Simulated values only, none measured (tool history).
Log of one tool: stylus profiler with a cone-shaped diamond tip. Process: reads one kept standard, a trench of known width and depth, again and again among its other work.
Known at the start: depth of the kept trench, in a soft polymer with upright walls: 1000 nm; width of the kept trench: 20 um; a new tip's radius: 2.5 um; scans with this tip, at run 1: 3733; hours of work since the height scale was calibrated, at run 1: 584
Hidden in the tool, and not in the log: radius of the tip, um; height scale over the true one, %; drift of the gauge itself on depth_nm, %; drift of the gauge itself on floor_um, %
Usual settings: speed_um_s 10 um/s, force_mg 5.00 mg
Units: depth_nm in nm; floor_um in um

run	day	speed_um_s	force_mg	scans with this tip	hours of work since the height scale was calibrated	depth_nm	floor_um
1	0.000	10	5.00	3733	584	1008.79	15.59
2	0.833	10	5.00	3822	598	1008.47	15.57
3	2.458	10	5.00	3994	625	1008.49	15.57
4	3.708	10	5.00	4127	646	1008.28	15.53
5	4.667	10	5.00	4229	662	1008.71	15.53
6	6.546	10	5.00	4429	693	1008.35	15.55
7	7.488	10	5.00	4528	708	1008.35	15.46
8	9.192	10	13.37	4710	737	1017.18	15.49
9	10.775	10	13.37	4878	763	1017.22	15.48
10	11.933	10	13.37	5000	782	1016.90	15.51
11	13.454	13	13.37	5162	808	1016.90	15.44
12	14.858	10	5.00	5311	831	1008.44	15.41
13	15.683	10	5.00	5399	845	1008.03	15.49
14	16.783	10	5.00	5516	863	1008.03	15.42
15	17.738	10	5.00	5617	879	1008.06	15.38
16	18.646	24	5.68	5714	894	1008.55	15.38
17	19.554	12	13.87	5810	909	1016.77	15.39
18	20.454	7	2.71	5905	924	1005.19	15.32
19	21.358	3	2.24	6001	939	1004.16	15.37
20	22.654	4	7.78	6139	960	1011.41	15.40
21	24.233	18	13.22	6307	987	1016.81	15.35
22	26.083	18	13.22	6503	1017	1016.75	15.33
23	27.925	4	5.00	6699	1048	1007.90	15.34
24	29.062	4	5.00	6820	1067	1007.51	15.29
25	29.871	33	10.97	6905	1080	1014.05	15.26

Hidden state or all else? Some run-to-run changes of depth_nm, split into what the settings, what came in and random variation would give without the hidden state, and what is left for the hidden state (with any gauge scatter that isn't in both results):
Run 5 -> 6: no setting changed, nothing entered. depth_nm -0.36 nm: hidden state -0.07, all else -0.29.
Run 17 -> 18: speed_um_s 12 -> 7, force_mg 13.87 -> 2.71. depth_nm -11.58 nm: hidden state -0.03, all else -11.55.
Run 21 -> 22: no setting changed, nothing entered. depth_nm -0.06 nm: hidden state -0.07, all else +0.01.
Run 22 -> 23: speed_um_s 18 -> 4, force_mg 13.22 -> 5.00. depth_nm -8.85 nm: hidden state -0.05, all else -8.80.

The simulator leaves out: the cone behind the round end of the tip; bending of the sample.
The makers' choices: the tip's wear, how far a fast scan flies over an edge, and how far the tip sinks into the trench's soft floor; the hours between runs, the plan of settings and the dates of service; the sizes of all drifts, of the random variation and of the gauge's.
